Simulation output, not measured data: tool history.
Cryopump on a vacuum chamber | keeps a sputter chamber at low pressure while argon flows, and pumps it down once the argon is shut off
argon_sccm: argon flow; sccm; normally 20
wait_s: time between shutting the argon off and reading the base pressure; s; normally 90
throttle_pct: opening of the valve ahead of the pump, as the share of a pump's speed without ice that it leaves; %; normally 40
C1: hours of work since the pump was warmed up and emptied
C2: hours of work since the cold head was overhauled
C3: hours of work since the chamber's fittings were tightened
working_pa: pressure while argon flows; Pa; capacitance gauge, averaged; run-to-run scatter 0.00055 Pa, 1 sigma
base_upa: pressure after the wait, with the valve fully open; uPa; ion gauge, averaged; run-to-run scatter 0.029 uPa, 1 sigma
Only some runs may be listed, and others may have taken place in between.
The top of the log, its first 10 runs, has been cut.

run 11 hour=147.7 | argon_sccm=20 wait_s=90 throttle_pct=40 | C1=309 C2=309 C3=251 | working_pa=0.0630 base_upa=1.50
run 12 hour=166.6 | argon_sccm=20 wait_s=90 throttle_pct=40 | C1=320 C2=320 C3=262 | working_pa=0.0640 base_upa=1.55
run 13 hour=184.8 | argon_sccm=20 wait_s=90 throttle_pct=21 | C1=330 C2=330 C3=271 | working_pa=0.1181 base_upa=1.60
run 14 hour=200.8 | argon_sccm=20 wait_s=90 throttle_pct=40 | C1=338 C2=338 C3=280 | working_pa=0.0635 base_upa=1.58
run 15 hour=216.5 | argon_sccm=15 wait_s=90 throttle_pct=40 | C1=347 C2=347 C3=289 | working_pa=0.0478 base_upa=1.59
run 16 hour=227.7 | argon_sccm=20 wait_s=90 throttle_pct=40 | C1=353 C2=353 C3=295 | working_pa=0.0631 base_upa=1.62
run 17 hour=248.0 | argon_sccm=20 wait_s=90 throttle_pct=40 | C1=364 C2=364 C3=306 | working_pa=0.0638 base_upa=1.65
run 18 hour=256.6 | argon_sccm=20 wait_s=90 throttle_pct=40 | C1=369 C2=369 C3=311 | working_pa=0.0637 base_upa=1.58
run 19 hour=275.7 | argon_sccm=14 wait_s=193 throttle_pct=37 | C1=379 C2=379 C3=321 | working_pa=0.0475 base_upa=0.99
run 20 hour=294.1 | argon_sccm=22 wait_s=90 throttle_pct=21 | C1=389 C2=389 C3=331 | working_pa=0.1319 base_upa=1.62
run 21 hour=309.3 | argon_sccm=16 wait_s=90 throttle_pct=20 | C1=398 C2=398 C3=339 | working_pa=0.1007 base_upa=1.58
run 22 hour=321.7 | argon_sccm=10 wait_s=28 throttle_pct=54 | C1=404 C2=404 C3=346 | working_pa=0.0238 base_upa=4.24
run 23 hour=334.1 | argon_sccm=37 wait_s=21 throttle_pct=54 | C1=411 C2=411 C3=353 | working_pa=0.0880 base_upa=5.58
run 24 hour=352.2 | argon_sccm=25 wait_s=21 throttle_pct=54 | C1=421 C2=421 C3=363 | working_pa=0.0607 base_upa=5.48
run 25 hour=366.3 | argon_sccm=18 wait_s=165 throttle_pct=44 | C1=429 C2=429 C3=370 | working_pa=0.0528 base_upa=1.09
run 26 hour=385.5 | argon_sccm=18 wait_s=165 throttle_pct=44 | C1=439 C2=439 C3=381 | working_pa=0.0525 base_upa=1.14
run 27 hour=403.4 | argon_sccm=12 wait_s=171 throttle_pct=25 | C1=449 C2=449 C3=391 | working_pa=0.0607 base_upa=1.10
run 28 hour=418.5 | argon_sccm=12 wait_s=171 throttle_pct=25 | C1=457 C2=457 C3=399 | working_pa=0.0604 base_upa=1.10
run 29 hour=428.1 | argon_sccm=17 wait_s=40 throttle_pct=39 | C1=462 C2=462 C3=404 | working_pa=0.0567 base_upa=3.11
run 30 hour=441.8 | argon_sccm=24 wait_s=40 throttle_pct=35 | C1=470 C2=470 C3=411 | working_pa=0.0880 base_upa=3.13
run 31 hour=454.1 | argon_sccm=11 wait_s=23 throttle_pct=40 | C1=476 C2=476 C3=418 | working_pa=0.0345 base_upa=5.12

Forecast run 32:
run 32 hour=473.8 | argon_sccm=36 wait_s=147 throttle_pct=40 | C1=487 C2=487 C3=429 | working_pa=? base_upa=?

{"run 32": {"working_pa": 0.1156, "base_upa": 1.19}}
With the hidden condition absent and the run-to-run variation left alone, this run would have shown working_pa 0.1095 Pa, base_upa 0.90 uPa.
